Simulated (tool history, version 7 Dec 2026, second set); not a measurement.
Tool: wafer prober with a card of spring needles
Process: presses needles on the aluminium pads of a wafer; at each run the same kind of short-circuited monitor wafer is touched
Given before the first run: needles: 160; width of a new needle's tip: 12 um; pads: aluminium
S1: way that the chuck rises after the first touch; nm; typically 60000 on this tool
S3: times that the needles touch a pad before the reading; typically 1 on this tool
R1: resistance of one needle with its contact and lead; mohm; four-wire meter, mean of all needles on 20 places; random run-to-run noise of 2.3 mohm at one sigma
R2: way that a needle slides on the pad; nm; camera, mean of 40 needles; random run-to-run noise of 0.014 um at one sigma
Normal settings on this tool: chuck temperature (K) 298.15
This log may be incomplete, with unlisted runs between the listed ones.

Run 1, hour 0: usual settings. Result: R1 282 mohm, R2 10160 nm.
At hour 14.5: tips cleaned on abrasive film.
Run 2, hour 23.1: usual settings but S1 52000 nm. Result: R1 296 mohm, R2 8720 nm.
Run 3, hour 39.3: usual settings but S1 52000 nm. Result: R1 301 mohm, R2 8730 nm.
At hour 42.4: tips cleaned on abrasive film.
Run 4, hour 65.5: usual settings but S1 52000 nm. Result: R1 296 mohm, R2 8720 nm.
At hour 69.8: tips cleaned on abrasive film.
At hour 98: tips cleaned on abrasive film.
Run 5, hour 98: usual settings. Result: R1 257 mohm, R2 10050 nm.
Run 6, hour 113: usual settings. Result: R1 285 mohm, R2 10070 nm.
At hour 116.5: height of the first contact set anew.
At hour 126.9: tips cleaned on abrasive film.
Run 7, hour 127.8: usual settings but chuck temperature (K) 353.15. Result: R1 275 mohm, R2 10280 nm.
Run 8, hour 142: usual settings but S1 63000 nm. Result: R1 280 mohm, R2 10790 nm.

Expected results for the next run?
At hour 155: tips cleaned on abrasive film.
Run 9, hour 165.2: usual settings but S1 57000 nm, chuck temperature (K) 322.15. Result: R1 ?, R2 ?.

Run 9 came out at R1 285 mohm, R2 9720 nm.
If the tool had no hidden condition, the same run with the same run-to-run variation would have returned R1 263 mohm, R2 9740 nm.
